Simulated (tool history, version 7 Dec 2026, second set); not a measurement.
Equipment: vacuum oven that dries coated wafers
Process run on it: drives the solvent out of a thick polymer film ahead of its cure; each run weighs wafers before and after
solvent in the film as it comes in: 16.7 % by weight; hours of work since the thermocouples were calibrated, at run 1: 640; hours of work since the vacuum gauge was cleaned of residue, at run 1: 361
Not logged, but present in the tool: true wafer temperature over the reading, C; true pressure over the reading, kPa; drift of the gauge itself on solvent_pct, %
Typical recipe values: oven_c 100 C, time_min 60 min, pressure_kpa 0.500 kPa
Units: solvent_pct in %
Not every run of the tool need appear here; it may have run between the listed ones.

run	hour	oven_c	time_min	pressure_kpa	hours of work since the thermocouples were calibrated	hours of work since the vacuum gauge was cleaned of residue	solvent_pct
1	0.0	100	60	0.500	640	361	1.43
2	23.3	100	60	0.500	649	371	1.39
3	41.8	95	60	0.500	657	379	2.26
4	60.6	100	60	0.500	665	386	1.34
5	90.2	100	48	0.500	677	399	2.14
6	124.2	100	60	0.500	691	413	1.40
7	150.1	100	60	0.500	702	424	1.38
8	172.6	100	60	0.500	712	433	1.46
9	192.2	100	60	0.500	720	441	1.50
10	221.6	100	60	0.500	732	454	1.46
11	240.5	100	60	0.500	740	462	1.40
12	270.5	100	60	0.500	753	474	1.44
13	289.1	100	60	0.500	760	482	1.44
14	309.1	100	60	0.500	769	490	1.46
15	336.3	100	60	0.500	780	502	1.43
16	356.8	100	60	0.500	789	510	1.47
17	384.3	94	60	0.500	800	522	2.58
18	411.1	100	89	0.500	811	533	0.68
19	442.1	100	60	0.731	824	546	1.60
20	462.3	100	60	0.731	833	554	1.62
21	486.6	100	60	0.731	843	564	1.57
22	521.1	100	60	0.500	857	579	1.43
23	551.1	100	60	0.500	870	591	1.51
24	578.6	109	64	0.394	881	603	0.41
25	601.0	109	64	0.394	891	612	0.47
26	623.6	114	71	1.196	900	622	0.46
27	647.5	93	46	1.132	910	632	4.29
28	674.6	108	60	1.566	922	643	0.97
29	696.6	108	60	1.566	931	652	0.97
30	731.2	99	60	1.566	945	667	2.14
31	751.4	87	97	0.309	954	675	2.33
32	781.3	87	97	0.309	966	688	2.26
33	808.8	87	97	0.309	978	699	2.26
34	837.6	100	48	1.940	990	711	2.86
35	868.2	97	51	0.500	1002	724	2.72
36	887.4	100	35	0.500	1010	732	3.64
37	902.6	100	57	1.114	1017	738	1.99
38	917.1	100	57	0.281	1023	744	1.53
39	944.0	99	36	0.303	1034	756	3.67
40	972.0	96	34	1.037	1046	767	5.03
41	999.0	96	50	1.037	1057	779	3.29
42	1020.6	100	63	0.657	1066	788	1.52
43	1046.5	100	60	0.344	1077	798	1.46
44	1062.5	86	34	0.350	1084	805	7.44
45	1093.6	86	34	0.350	1097	818	7.53
46	1116.1	86	34	0.350	1106	828	7.46

Each row is a separate what-if for the run after 46, all from the same tool condition, not one after another. Results?
A	1137.6	99	53	0.350	1115	837	?
B	1137.6	100	60	1.275	1115	837	?
C	1137.6	86	105	0.350	1115	837	?
D	1137.6	111	34	0.350	1115	837	?
E	1137.6	86	49	0.350	1115	837	?

run	solvent_pct
A	2.10
B	1.94
C	2.41
D	1.44
E	5.79
Take away the tool's hidden state, keep each run's random variation, and the runs would have read:
run	solvent_pct
A	1.61
B	1.50
C	1.80
D	1.07
E	5.06
